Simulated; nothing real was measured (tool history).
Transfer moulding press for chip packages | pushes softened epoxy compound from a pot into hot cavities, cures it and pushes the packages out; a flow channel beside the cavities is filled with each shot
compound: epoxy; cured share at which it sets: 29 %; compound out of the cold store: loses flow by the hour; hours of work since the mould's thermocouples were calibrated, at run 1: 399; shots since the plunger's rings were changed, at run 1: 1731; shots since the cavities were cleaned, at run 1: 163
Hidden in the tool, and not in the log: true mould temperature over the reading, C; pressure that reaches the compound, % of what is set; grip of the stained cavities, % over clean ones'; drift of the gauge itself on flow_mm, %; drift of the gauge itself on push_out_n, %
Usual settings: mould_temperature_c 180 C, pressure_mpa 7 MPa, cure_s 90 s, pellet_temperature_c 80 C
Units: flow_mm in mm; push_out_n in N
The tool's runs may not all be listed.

run,day,mould_temperature_c,pressure_mpa,cure_s,pellet_temperature_c,hours of work since the mould's thermocouples were calibrated,shots since the plunger's rings were changed,shots since the cavities were cleaned,incoming compound's hours out of the cold store,flow_mm,push_out_n
1,0.000,180,7,90,80,399,1731,163,8.2,861,500
2,0.938,180,7,90,80,411,1962,394,24.0,830,593
3,1.571,180,7,90,80,418,2118,550,13.6,851,649
4,2.533,180,7,74,80,430,2356,788,18.5,832,909
# day 3.067: cavities cleaned with cleaning compound and waxed
5,3.146,180,7,74,80,437,2492,20,22.2,829,577
6,4.062,180,7,90,80,449,2718,246,41.2,784,544
7,4.767,180,7,90,80,457,2892,420,24.5,814,612
8,5.267,180,7,90,80,464,3015,543,19.4,823,633
9,6.008,180,7,90,80,473,3198,726,16.8,829,679
# day 6.854: cavities cleaned with cleaning compound and waxed
10,7.012,180,7,90,80,485,3430,39,19.3,831,410
11,7.838,180,7,90,80,495,3633,242,29.1,803,539
12,8.371,180,7,90,80,501,3765,374,42.2,772,583
13,9.233,180,7,90,80,512,3978,587,21.6,805,654
14,9.962,180,7,90,80,521,4158,767,19.8,822,693
# day 10.617: cavities cleaned with cleaning compound and waxed
15,11.108,176,7,90,80,535,4425,121,10.8,845,586

Run 16 comes next. What will it give?
16,11.625,176,7,90,80,541,4553,249,8.1,?,?

Run 16 gave flow_mm 857 mm, push_out_n 688 N.
Without the tool's hidden state the same run would have given flow_mm 905 mm, push_out_n 529 N.
